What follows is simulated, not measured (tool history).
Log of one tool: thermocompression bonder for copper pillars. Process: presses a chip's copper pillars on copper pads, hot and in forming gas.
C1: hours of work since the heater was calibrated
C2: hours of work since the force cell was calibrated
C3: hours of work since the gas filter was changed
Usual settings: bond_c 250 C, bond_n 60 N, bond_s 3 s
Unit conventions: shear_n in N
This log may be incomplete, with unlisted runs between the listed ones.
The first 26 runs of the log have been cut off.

{"run": 27, "hour": 321.1, "bond_c": 272, "bond_n": 47, "bond_s": 3, "C1": 46, "C2": 364, "C3": 80, "shear_n": 69.0}
{"run": 28, "hour": 337.1, "bond_c": 250, "bond_n": 56, "bond_s": 3, "C1": 53, "C2": 371, "C3": 87, "shear_n": 64.5}
{"run": 29, "hour": 354.1, "bond_c": 265, "bond_n": 65, "bond_s": 9, "C1": 60, "C2": 378, "C3": 94, "shear_n": 87.4}
{"run": 30, "hour": 363.6, "bond_c": 270, "bond_n": 60, "bond_s": 9, "C1": 65, "C2": 383, "C3": 99, "shear_n": 86.0}
{"run": 31, "hour": 376.6, "bond_c": 266, "bond_n": 51, "bond_s": 4, "C1": 70, "C2": 388, "C3": 104, "shear_n": 73.2}
{"run": 32, "hour": 384.7, "bond_c": 266, "bond_n": 77, "bond_s": 4, "C1": 74, "C2": 392, "C3": 108, "shear_n": 82.5}
{"run": 33, "hour": 401.8, "bond_c": 266, "bond_n": 77, "bond_s": 4, "C1": 82, "C2": 400, "C3": 116, "shear_n": 80.5}
{"run": 34, "hour": 419.1, "bond_c": 266, "bond_n": 63, "bond_s": 3, "C1": 89, "C2": 407, "C3": 123, "shear_n": 72.6}
{"run": 35, "hour": 434.8, "bond_c": 230, "bond_n": 60, "bond_s": 5, "C1": 96, "C2": 414, "C3": 130, "shear_n": 64.5}
{"run": 36, "hour": 449.8, "bond_c": 277, "bond_n": 41, "bond_s": 5, "C1": 103, "C2": 421, "C3": 137, "shear_n": 74.8}
{"run": 37, "hour": 466.6, "bond_c": 259, "bond_n": 46, "bond_s": 3, "C1": 111, "C2": 428, "C3": 144, "shear_n": 62.1}
{"run": 38, "hour": 483.0, "bond_c": 251, "bond_n": 87, "bond_s": 3, "C1": 118, "C2": 436, "C3": 152, "shear_n": 76.2}
{"run": 39, "hour": 493.7, "bond_c": 260, "bond_n": 56, "bond_s": 7, "C1": 123, "C2": 441, "C3": 157, "shear_n": 79.8}
{"run": 40, "hour": 507.2, "bond_c": 250, "bond_n": 39, "bond_s": 3, "C1": 129, "C2": 447, "C3": 163, "shear_n": 52.6}

Branching from run 40: 3 alternative next runs. What would each branch give?
{"run": "A", "hour": 522.5, "bond_c": 245, "bond_n": 69, "bond_s": 3, "C1": 135, "C2": 453, "C3": 169, "shear_n": "?"}
{"run": "B", "hour": 522.5, "bond_c": 277, "bond_n": 39, "bond_s": 3, "C1": 135, "C2": 453, "C3": 169, "shear_n": "?"}
{"run": "C", "hour": 522.5, "bond_c": 228, "bond_n": 60, "bond_s": 3, "C1": 135, "C2": 453, "C3": 169, "shear_n": "?"}

run=A shear_n=67.7
run=B shear_n=65.7
run=C shear_n=56.6
Take away the tool's hidden state, keep each run's random variation, and the runs would have read:
run=A shear_n=68.4
run=B shear_n=66.3
run=C shear_n=57.1
